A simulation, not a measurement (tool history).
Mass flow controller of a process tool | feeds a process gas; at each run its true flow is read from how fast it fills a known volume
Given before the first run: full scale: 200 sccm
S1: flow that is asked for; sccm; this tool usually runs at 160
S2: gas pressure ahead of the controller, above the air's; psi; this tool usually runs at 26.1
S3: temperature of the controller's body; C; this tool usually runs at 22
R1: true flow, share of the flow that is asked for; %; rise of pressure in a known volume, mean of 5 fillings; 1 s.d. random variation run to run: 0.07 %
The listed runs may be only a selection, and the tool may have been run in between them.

run      day   S1    S2  S3     R1
  1        0  160  26.1  22  99.31
  2    4.588  160  26.1  22   99.2
  3     11.8  160  25.4  22  99.21
  4   15.525  160  25.4  22   99.2
  5   20.033  160  26.1  22  99.21
  6   26.458  160  26.1  22  99.13
  7   33.971  160  26.1  22  99.21
  8   40.238  160  26.1  22  99.26
  9   45.946  160  26.1  22  99.31
 10   51.033   91  26.1  22  97.89
 11   59.133  160  26.1  22  99.29
 12   66.517  160    26  22  99.12
 13     73.2  160    26  22  99.19
 14   79.208  160  26.1  25  99.52
 15   84.454  160  36.1  23  99.87
 16   91.796  160  36.1  23  99.87
 17   95.767  122  36.1  33  99.54
 18  101.342  122  33.2  33  99.49
 19  105.992   52  31.6  30  97.19
 20  112.058   52  31.6  30   97.1
 21  121.121   94  28.3  22  97.99
 22  130.058   40  32.8  24  96.25
 23  134.783   53  32.8  24  96.85
 24  141.838  122  36.5  22  99.05
 25  145.929   30  24.7  22  94.62
 26  154.767   30  24.7  22  94.47
 27  161.038  160  29.3  22  99.56

5 options for the next run, each taken on its own from the tool as it stands now. Forecast them:
  A  170.188   60  25.5  40   ?
  B  170.188  160  22.3  35   ?
  C  170.188  160  37.9  37   ?
  D  170.188  160  29.3  30   ?
  E  170.188   28  23.6  22   ?

run      R1
  A   97.57
  B   99.78
  C  100.73
  D   99.72
  E   93.81
Stripped of hidden state, with their random variation kept, the same runs would have yielded:
run      R1
  A   98.36
  B    99.5
  C  100.45
  D   99.44
  E   96.56
